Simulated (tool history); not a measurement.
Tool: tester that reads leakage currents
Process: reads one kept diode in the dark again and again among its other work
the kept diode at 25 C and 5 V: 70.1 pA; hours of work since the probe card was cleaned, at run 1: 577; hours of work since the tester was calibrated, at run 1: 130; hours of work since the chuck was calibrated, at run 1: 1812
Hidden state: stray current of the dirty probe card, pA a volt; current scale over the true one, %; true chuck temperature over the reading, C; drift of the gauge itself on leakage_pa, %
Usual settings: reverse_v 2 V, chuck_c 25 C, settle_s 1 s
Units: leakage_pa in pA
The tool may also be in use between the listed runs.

| run | day | reverse_v | chuck_c | settle_s | hours of work since the probe card was cleaned | hours of work since the tester was calibrated | hours of work since the chuck was calibrated | leakage_pa |
|---|---|---|---|---|---|---|---|---|
| 1 | 0 | 2 | 25 | 1 | 577 | 130 | 1812 | 46.8 |
| 2 | 0.725 | 2 | 25 | 1 | 585 | 138 | 1820 | 46.77 |
| 3 | 1.692 | 3.54 | 25 | 1 | 596 | 149 | 1832 | 64.22 |
| 4 | 3.008 | 3.54 | 25 | 1 | 611 | 164 | 1847 | 64.48 |
|  | 3.879 | chuck's temperature calibrated |
| 5 | 4.3 | 3.54 | 25 | 1 | 625 | 178 | 5 | 61.26 |
| 6 | 5.117 | 2 | 25 | 4.73 | 635 | 187 | 14 | 44.57 |
| 7 | 6.458 | 2 | 25 | 4.73 | 650 | 203 | 30 | 44.29 |
| 8 | 7.55 | 2 | 25 | 4.73 | 663 | 215 | 42 | 44.4 |
| 9 | 8.338 | 2 | 25 | 4.73 | 672 | 224 | 51 | 44.81 |
| 10 | 9.433 | 2 | 25 | 1 | 684 | 237 | 64 | 45.26 |
| 11 | 10.096 | 2 | 25 | 3.54 | 692 | 245 | 71 | 44.91 |
| 12 | 11.529 | 2 | 25 | 1 | 708 | 261 | 88 | 44.95 |
| 13 | 12.296 | 2 | 27 | 1 | 717 | 270 | 97 | 53.38 |
| 14 | 13.021 | 2 | 27 | 1 | 725 | 278 | 105 | 53.31 |
| 15 | 14.329 | 2 | 27 | 1 | 740 | 293 | 120 | 53.52 |
| 16 | 15.138 | 7.03 | 27 | 1 | 750 | 303 | 129 | 106.63 |
| 17 | 15.9 | 7.03 | 30 | 1 | 758 | 311 | 138 | 135.62 |
| 18 | 16.708 | 2 | 21 | 1 | 768 | 321 | 147 | 32.62 |
| 19 | 18.217 | 2 | 21 | 1 | 785 | 338 | 165 | 32.41 |
| 20 | 19.025 | 2 | 21 | 1 | 794 | 347 | 174 | 32.59 |
| 21 | 20.371 | 2 | 23 | 0.86 | 810 | 363 | 189 | 38.55 |
| 22 | 21.104 | 2 | 23 | 0.86 | 818 | 371 | 198 | 38.39 |
| 23 | 22.142 | 2.49 | 54 | 4.74 | 830 | 383 | 210 | 491.73 |
| 24 | 23.133 | 2.49 | 54 | 4.74 | 841 | 394 | 221 | 491.32 |
| 25 | 23.854 | 2.49 | 54 | 4.74 | 850 | 403 | 229 | 492.39 |
| 26 | 25.321 | 1.62 | 24 | 2.76 | 867 | 419 | 246 | 36.85 |
| 27 | 26.775 | 1.62 | 24 | 2.76 | 883 | 436 | 263 | 37.13 |
| 28 | 27.521 | 1.36 | 25 | 1 | 892 | 445 | 271 | 36.9 |
| 29 | 28.892 | 1.07 | 49 | 0.31 | 908 | 460 | 287 | 219.07 |
| 30 | 30.108 | 1.07 | 49 | 0.31 | 922 | 474 | 301 | 220.39 |
| 31 | 31.254 | 2.28 | 58 | 0.35 | 935 | 487 | 314 | 630.36 |
| 32 | 32.725 | 9.25 | 25 | 1.85 | 952 | 504 | 331 | 106.55 |
| 33 | 33.604 | 15.85 | 25 | 1.85 | 962 | 514 | 341 | 144.07 |
| 34 | 35.054 | 15.85 | 25 | 1.85 | 978 | 531 | 358 | 146.75 |
| 35 | 36.075 | 1.49 | 53 | 1.64 | 990 | 543 | 369 | 350.73 |
| 36 | 36.758 | 1.49 | 53 | 1.64 | 998 | 551 | 377 | 348.81 |
| 37 | 37.838 | 1.49 | 53 | 1.64 | 1010 | 563 | 390 | 348.14 |

Run 38 comes next. What will it give?
| 38 | 38.942 | 3.78 | 48 | 4.31 | 1023 | 576 | 402 | ? |

{"run 38": {"leakage_pa": 395.58}}
Without the tool's hidden state the same run would have given leakage_pa 390.7 pA.

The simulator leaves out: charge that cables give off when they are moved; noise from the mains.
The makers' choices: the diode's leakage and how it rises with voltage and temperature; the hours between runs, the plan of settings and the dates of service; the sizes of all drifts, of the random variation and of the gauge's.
